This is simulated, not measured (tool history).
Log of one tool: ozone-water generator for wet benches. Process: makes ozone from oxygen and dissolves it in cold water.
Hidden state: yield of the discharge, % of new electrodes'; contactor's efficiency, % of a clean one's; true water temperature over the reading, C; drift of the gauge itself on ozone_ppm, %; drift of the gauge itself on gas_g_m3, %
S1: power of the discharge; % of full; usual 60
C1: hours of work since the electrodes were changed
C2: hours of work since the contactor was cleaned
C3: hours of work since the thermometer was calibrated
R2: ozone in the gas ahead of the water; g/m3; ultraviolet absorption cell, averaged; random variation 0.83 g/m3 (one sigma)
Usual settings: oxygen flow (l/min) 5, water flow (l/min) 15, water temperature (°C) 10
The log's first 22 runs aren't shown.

{"run": 23, "hour": 614.8, "S1": 77, "oxygen flow (l/min)": 6.8, "water flow (l/min)": 14, "water temperature (°C)": 10, "C1": 2099, "C2": 6775, "C3": 328, "dissolved ozone (ppm)": 21.7, "R2": 127.3}
{"run": 24, "hour": 645.3, "S1": 77, "oxygen flow (l/min)": 6.8, "water flow (l/min)": 14, "water temperature (°C)": 10, "C1": 2129, "C2": 6804, "C3": 357, "dissolved ozone (ppm)": 21.6, "R2": 128.7}
{"run": 25, "hour": 678.9, "S1": 51, "oxygen flow (l/min)": 4.54, "water flow (l/min)": 15, "water temperature (°C)": 17, "C1": 2161, "C2": 6836, "C3": 389, "dissolved ozone (ppm)": 14.3, "R2": 122.1}
{"run": 26, "hour": 706.7, "S1": 61, "oxygen flow (l/min)": 3.36, "water flow (l/min)": 11, "water temperature (°C)": 6, "C1": 2187, "C2": 6863, "C3": 416, "dissolved ozone (ppm)": 22.5, "R2": 147.8}
{"run": 27, "hour": 731.0, "S1": 89, "oxygen flow (l/min)": 8.65, "water flow (l/min)": 14, "water temperature (°C)": 6, "C1": 2211, "C2": 6886, "C3": 439, "dissolved ozone (ppm)": 25.6, "R2": 125.5}
{"run": 28, "hour": 756.3, "S1": 60, "oxygen flow (l/min)": 5, "water flow (l/min)": 18, "water temperature (°C)": 10, "C1": 2235, "C2": 6910, "C3": 464, "dissolved ozone (ppm)": 14.6, "R2": 127.1}
{"run": 29, "hour": 782.2, "S1": 60, "oxygen flow (l/min)": 5.19, "water flow (l/min)": 23, "water temperature (°C)": 10, "C1": 2260, "C2": 6935, "C3": 488, "dissolved ozone (ppm)": 11.4, "R2": 125.6}
{"run": 30, "hour": 821.4, "S1": 60, "oxygen flow (l/min)": 5.19, "water flow (l/min)": 23, "water temperature (°C)": 10, "C1": 2297, "C2": 6973, "C3": 526, "dissolved ozone (ppm)": 11.4, "R2": 125.2}
{"run": 31, "hour": 849.9, "S1": 42, "oxygen flow (l/min)": 5.19, "water flow (l/min)": 23, "water temperature (°C)": 10, "C1": 2325, "C2": 7000, "C3": 553, "dissolved ozone (ppm)": 9.4, "R2": 105.4}
{"run": 32, "hour": 880.1, "S1": 42, "oxygen flow (l/min)": 5.19, "water flow (l/min)": 23, "water temperature (°C)": 10, "C1": 2354, "C2": 7029, "C3": 582, "dissolved ozone (ppm)": 9.6, "R2": 105.4}

Forecast each of these 3 alternatives for the next run:
{"run": "A", "hour": 907.5, "S1": 60, "oxygen flow (l/min)": 5, "water flow (l/min)": 14, "water temperature (°C)": 10, "C1": 2380, "C2": 7055, "C3": 609, "dissolved ozone (ppm)": "?", "R2": "?"}
{"run": "B", "hour": 907.5, "S1": 60, "oxygen flow (l/min)": 5, "water flow (l/min)": 10, "water temperature (°C)": 6, "C1": 2380, "C2": 7055, "C3": 609, "dissolved ozone (ppm)": "?", "R2": "?"}
{"run": "C", "hour": 907.5, "S1": 87, "oxygen flow (l/min)": 5.19, "water flow (l/min)": 14, "water temperature (°C)": 10, "C1": 2380, "C2": 7055, "C3": 609, "dissolved ozone (ppm)": "?", "R2": "?"}

run=A dissolved_ozone_(ppm)=18.3 R2=125.4
run=B dissolved_ozone_(ppm)=25.7 R2=125.3
run=C dissolved_ozone_(ppm)=21.8 R2=148.1
Without the tool's hidden state the same runs would have given:
run=A dissolved_ozone_(ppm)=20.7 R2=132.7
run=B dissolved_ozone_(ppm)=28.6 R2=132.6
run=C dissolved_ozone_(ppm)=25 R2=158.5

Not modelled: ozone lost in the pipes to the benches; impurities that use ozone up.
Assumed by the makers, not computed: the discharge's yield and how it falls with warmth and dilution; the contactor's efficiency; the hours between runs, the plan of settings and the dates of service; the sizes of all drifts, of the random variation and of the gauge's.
